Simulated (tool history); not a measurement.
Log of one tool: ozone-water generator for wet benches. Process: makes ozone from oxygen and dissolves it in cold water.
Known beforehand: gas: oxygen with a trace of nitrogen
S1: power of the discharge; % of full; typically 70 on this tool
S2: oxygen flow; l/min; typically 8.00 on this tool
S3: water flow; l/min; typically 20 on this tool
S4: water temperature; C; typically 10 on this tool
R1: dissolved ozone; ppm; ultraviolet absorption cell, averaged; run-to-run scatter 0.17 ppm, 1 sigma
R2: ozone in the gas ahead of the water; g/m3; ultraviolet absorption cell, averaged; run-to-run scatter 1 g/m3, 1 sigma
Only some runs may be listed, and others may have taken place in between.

{"run": 1, "hour": 0.0, "S1": 70, "S2": 8.0, "S3": 20, "S4": 10, "R1": 22.5, "R2": 179.5}
{"run": 2, "hour": 35.0, "S1": 70, "S2": 8.0, "S3": 20, "S4": 10, "R1": 22.3, "R2": 180.4}
{"run": 3, "hour": 51.1, "S1": 70, "S2": 8.0, "S3": 20, "S4": 10, "R1": 21.8, "R2": 180.8}
{"run": 4, "hour": 69.1, "S1": 70, "S2": 8.0, "S3": 20, "S4": 10, "R1": 21.8, "R2": 179.9}
{"run": 5, "hour": 103.8, "S1": 70, "S2": 8.0, "S3": 20, "S4": 10, "R1": 22.0, "R2": 180.0}
{"run": 6, "hour": 128.4, "S1": 70, "S2": 8.0, "S3": 20, "S4": 10, "R1": 22.1, "R2": 181.6}
{"run": 7, "hour": 158.3, "S1": 70, "S2": 8.0, "S3": 20, "S4": 10, "R1": 22.2, "R2": 179.7}
{"run": 8, "hour": 179.7, "S1": 70, "S2": 8.0, "S3": 20, "S4": 10, "R1": 21.7, "R2": 180.2}
{"run": 9, "hour": 199.9, "S1": 70, "S2": 8.0, "S3": 20, "S4": 10, "R1": 22.2, "R2": 179.1}
{"run": 10, "hour": 232.2, "S1": 70, "S2": 8.0, "S3": 20, "S4": 10, "R1": 22.1, "R2": 180.4}
{"run": 11, "hour": 255.8, "S1": 70, "S2": 8.0, "S3": 21, "S4": 10, "R1": 21.0, "R2": 179.1}
{"run": 12, "hour": 294.9, "S1": 70, "S2": 8.0, "S3": 20, "S4": 10, "R1": 21.9, "R2": 178.0}
{"run": 13, "hour": 311.4, "S1": 70, "S2": 8.0, "S3": 20, "S4": 10, "R1": 21.9, "R2": 180.7}
{"run": 14, "hour": 347.1, "S1": 70, "S2": 8.0, "S3": 20, "S4": 10, "R1": 21.8, "R2": 178.0}
{"run": 15, "hour": 366.6, "S1": 70, "S2": 8.0, "S3": 20, "S4": 10, "R1": 21.6, "R2": 179.6}
{"hour": 385.5, "done": "water thermometer calibrated"}
{"run": 16, "hour": 385.7, "S1": 70, "S2": 8.0, "S3": 20, "S4": 10, "R1": 21.5, "R2": 178.0}

What does the tool deliver on the next run?
{"run": 17, "hour": 404.7, "S1": 81, "S2": 4.47, "S3": 14, "S4": 10, "R1": "?", "R2": "?"}

{"run 17": {"R1": 33.2, "R2": 277.8}}
The same run, on a tool lacking any hidden state, would have yielded R1 35.6 ppm, R2 285.1 g/m3.
